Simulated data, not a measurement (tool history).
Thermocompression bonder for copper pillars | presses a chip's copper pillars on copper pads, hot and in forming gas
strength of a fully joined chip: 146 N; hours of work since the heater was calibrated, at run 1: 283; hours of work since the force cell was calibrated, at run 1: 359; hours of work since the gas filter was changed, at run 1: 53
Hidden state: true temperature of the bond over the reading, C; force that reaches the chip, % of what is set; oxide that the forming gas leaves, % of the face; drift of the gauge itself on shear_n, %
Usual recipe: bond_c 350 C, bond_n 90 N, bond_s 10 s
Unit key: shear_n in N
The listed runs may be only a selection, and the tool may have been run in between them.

| run | day | bond_c | bond_n | bond_s | hours of work since the heater was calibrated | hours of work since the force cell was calibrated | hours of work since the gas filter was changed | shear_n |
|---|---|---|---|---|---|---|---|---|
| 1 | 0.000 | 350 | 90 | 10 | 283 | 359 | 53 | 52.3 |
| 2 | 3.067 | 350 | 90 | 10 | 328 | 405 | 99 | 51.1 |
|  | 3.508 | forming gas filter changed |
| 3 | 5.904 | 350 | 104 | 10 | 370 | 447 | 36 | 59.0 |
| 4 | 7.588 | 350 | 104 | 10 | 395 | 472 | 61 | 59.2 |
| 5 | 10.333 | 350 | 90 | 8 | 436 | 513 | 102 | 46.4 |
|  | 10.546 | forming gas filter changed |
| 6 | 12.146 | 350 | 90 | 8 | 463 | 539 | 24 | 50.7 |
| 7 | 15.304 | 350 | 90 | 29 | 510 | 587 | 71 | 76.4 |
|  | 17.504 | forming gas filter changed |
| 8 | 17.771 | 350 | 90 | 29 | 547 | 623 | 4 | 84.0 |
|  | 19.300 | heater calibrated with a thermocouple chip |
| 9 | 20.296 | 370 | 90 | 10 | 15 | 659 | 40 | 59.9 |
| 10 | 22.729 | 370 | 90 | 10 | 51 | 696 | 77 | 58.5 |
|  | 24.479 | forming gas filter changed |
| 11 | 24.592 | 370 | 90 | 10 | 79 | 723 | 2 | 63.3 |
| 12 | 26.112 | 370 | 90 | 10 | 101 | 746 | 24 | 61.3 |
| 13 | 27.983 | 370 | 90 | 10 | 129 | 774 | 52 | 61.5 |
| 14 | 30.712 | 350 | 90 | 9 | 170 | 814 | 93 | 47.4 |
|  | 31.454 | forming gas filter changed |
| 15 | 33.171 | 350 | 90 | 9 | 206 | 851 | 26 | 50.8 |
| 16 | 34.704 | 350 | 90 | 9 | 229 | 874 | 48 | 50.0 |
| 17 | 36.842 | 347 | 90 | 13 | 261 | 905 | 80 | 54.8 |
|  | 38.312 | forming gas filter changed |
| 18 | 39.042 | 347 | 90 | 7 | 293 | 938 | 11 | 45.3 |
| 19 | 40.492 | 347 | 90 | 7 | 315 | 960 | 32 | 43.8 |
| 20 | 43.300 | 347 | 90 | 7 | 357 | 1001 | 74 | 43.5 |
|  | 45.208 | forming gas filter changed |
| 21 | 46.275 | 364 | 90 | 16 | 401 | 1045 | 16 | 71.6 |
| 22 | 49.392 | 336 | 73 | 16 | 447 | 1092 | 62 | 48.1 |
| 23 | 50.733 | 330 | 80 | 30 | 467 | 1112 | 82 | 60.7 |
|  | 52.079 | forming gas filter changed |
| 24 | 53.104 | 350 | 116 | 13 | 502 | 1147 | 15 | 69.7 |
| 25 | 55.754 | 366 | 81 | 10 | 542 | 1186 | 55 | 56.1 |
|  | 57.738 | heater calibrated with a thermocouple chip |
| 26 | 58.746 | 366 | 81 | 10 | 15 | 1230 | 98 | 53.4 |
|  | 59.258 | forming gas filter changed |
| 27 | 61.521 | 339 | 114 | 13 | 56 | 1271 | 34 | 58.5 |
| 28 | 64.588 | 365 | 61 | 10 | 102 | 1317 | 80 | 44.8 |
| 29 | 65.950 | 358 | 121 | 10 | 122 | 1337 | 100 | 61.3 |
|  | 66.258 | forming gas filter changed |
| 30 | 67.650 | 350 | 77 | 10 | 147 | 1362 | 21 | 47.5 |
| 31 | 69.242 | 350 | 77 | 8 | 171 | 1386 | 44 | 42.3 |
|  | 70.979 | force cell calibrated |
| 32 | 72.312 | 350 | 77 | 8 | 216 | 20 | 89 | 41.3 |

Forecast each of these 4 alternatives for the next run:
|  | 73.304 | forming gas filter changed |
| A | 74.992 | 341 | 59 | 10 | 255 | 60 | 25 | ? |
|  | 73.304 | forming gas filter changed |
| B | 74.992 | 373 | 83 | 14 | 255 | 60 | 25 | ? |
|  | 73.304 | forming gas filter changed |
| C | 74.992 | 350 | 90 | 12 | 255 | 60 | 25 | ? |
|  | 73.304 | forming gas filter changed |
| D | 74.992 | 358 | 90 | 10 | 255 | 60 | 25 | ? |

| run | shear_n |
|---|---|
| A | 37.4 |
| B | 69.8 |
| C | 57.4 |
| D | 57.1 |
With the hidden condition removed and each run's random variation left untouched, the same runs would have given:
| run | shear_n |
|---|---|
| A | 37.3 |
| B | 70.1 |
| C | 57.5 |
| D | 57.2 |
